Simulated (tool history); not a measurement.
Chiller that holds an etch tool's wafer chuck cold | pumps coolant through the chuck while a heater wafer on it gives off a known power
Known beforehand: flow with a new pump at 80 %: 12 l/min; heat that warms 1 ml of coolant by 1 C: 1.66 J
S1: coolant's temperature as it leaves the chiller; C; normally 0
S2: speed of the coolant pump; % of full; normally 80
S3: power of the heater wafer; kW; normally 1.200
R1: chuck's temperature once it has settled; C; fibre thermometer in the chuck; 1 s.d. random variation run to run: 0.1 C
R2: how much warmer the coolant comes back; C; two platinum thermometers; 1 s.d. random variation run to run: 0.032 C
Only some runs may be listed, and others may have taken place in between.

run 1 hour=0.0 | S1=0 S2=80 S3=1.200 | R1=8.1 R2=3.61
run 2 hour=97.2 | S1=10 S2=80 S3=1.200 | R1=18.3 R2=3.66
run 3 hour=234.4 | S1=10 S2=80 S3=1.200 | R1=18.2 R2=3.69
run 4 hour=320.8 | S1=10 S2=80 S3=1.200 | R1=18.1 R2=3.67
run 5 hour=384.5 | S1=0 S2=80 S3=1.200 | R1=8.2 R2=3.67
run 6 hour=470.1 | S1=0 S2=80 S3=0.878 | R1=5.9 R2=2.82
run 7 hour=578.4 | S1=7 S2=80 S3=1.200 | R1=15.1 R2=3.82
run 8 hour=637.5 | S1=0 S2=80 S3=1.200 | R1=8.1 R2=3.83
run 9 hour=780.2 | S1=0 S2=80 S3=1.200 | R1=8.0 R2=3.92
run 10 hour=906.7 | S1=0 S2=80 S3=1.200 | R1=8.1 R2=3.90
run 11 hour=974.1 | S1=0 S2=70 S3=1.200 | R1=9.2 R2=4.53
run 12 hour=1071.3 | S1=0 S2=70 S3=1.200 | R1=9.3 R2=4.56
run 13 hour=1151.4 | S1=0 S2=70 S3=1.200 | R1=9.2 R2=4.61
-- hour=1183.4 gauge calibrated
run 14 hour=1257.2 | S1=6 S2=80 S3=1.200 | R1=14.2 R2=3.72
run 15 hour=1383.9 | S1=0 S2=80 S3=0.920 | R1=6.3 R2=2.84
run 16 hour=1463.6 | S1=0 S2=80 S3=1.200 | R1=8.1 R2=3.76
run 17 hour=1547.2 | S1=9 S2=93 S3=1.652 | R1=18.9 R2=4.33
run 18 hour=1666.5 | S1=-2 S2=81 S3=1.316 | R1=6.8 R2=4.02
run 19 hour=1736.6 | S1=-2 S2=81 S3=1.316 | R1=6.9 R2=4.13
run 20 hour=1832.3 | S1=-2 S2=81 S3=0.650 | R1=2.3 R2=2.11
run 21 hour=1894.7 | S1=-2 S2=81 S3=0.650 | R1=2.4 R2=2.16
-- hour=2037.2 chiller's thermometer calibrated
run 22 hour=2038.2 | S1=-3 S2=81 S3=0.650 | R1=1.3 R2=2.24
run 23 hour=2168.2 | S1=5 S2=91 S3=0.697 | R1=9.2 R2=2.20
run 24 hour=2298.2 | S1=-10 S2=78 S3=1.177 | R1=-1.7 R2=4.03
run 25 hour=2394.7 | S1=3 S2=80 S3=1.177 | R1=11.1 R2=3.99
run 26 hour=2480.7 | S1=10 S2=78 S3=0.910 | R1=16.4 R2=3.27
run 27 hour=2539.2 | S1=-1 S2=64 S3=0.706 | R1=5.0 R2=3.20
run 28 hour=2683.3 | S1=-1 S2=64 S3=0.706 | R1=4.8 R2=3.20
run 29 hour=2787.0 | S1=-1 S2=64 S3=0.706 | R1=5.0 R2=3.30

Expected results for the next run?
run 30 hour=2869.7 | S1=-1 S2=64 S3=0.706 | R1=? R2=?

{"run 30": {"R1": 4.7, "R2": 3.32}}
The same run, on a tool lacking any hidden state, would have yielded R1 4.7 C, R2 2.76 C.

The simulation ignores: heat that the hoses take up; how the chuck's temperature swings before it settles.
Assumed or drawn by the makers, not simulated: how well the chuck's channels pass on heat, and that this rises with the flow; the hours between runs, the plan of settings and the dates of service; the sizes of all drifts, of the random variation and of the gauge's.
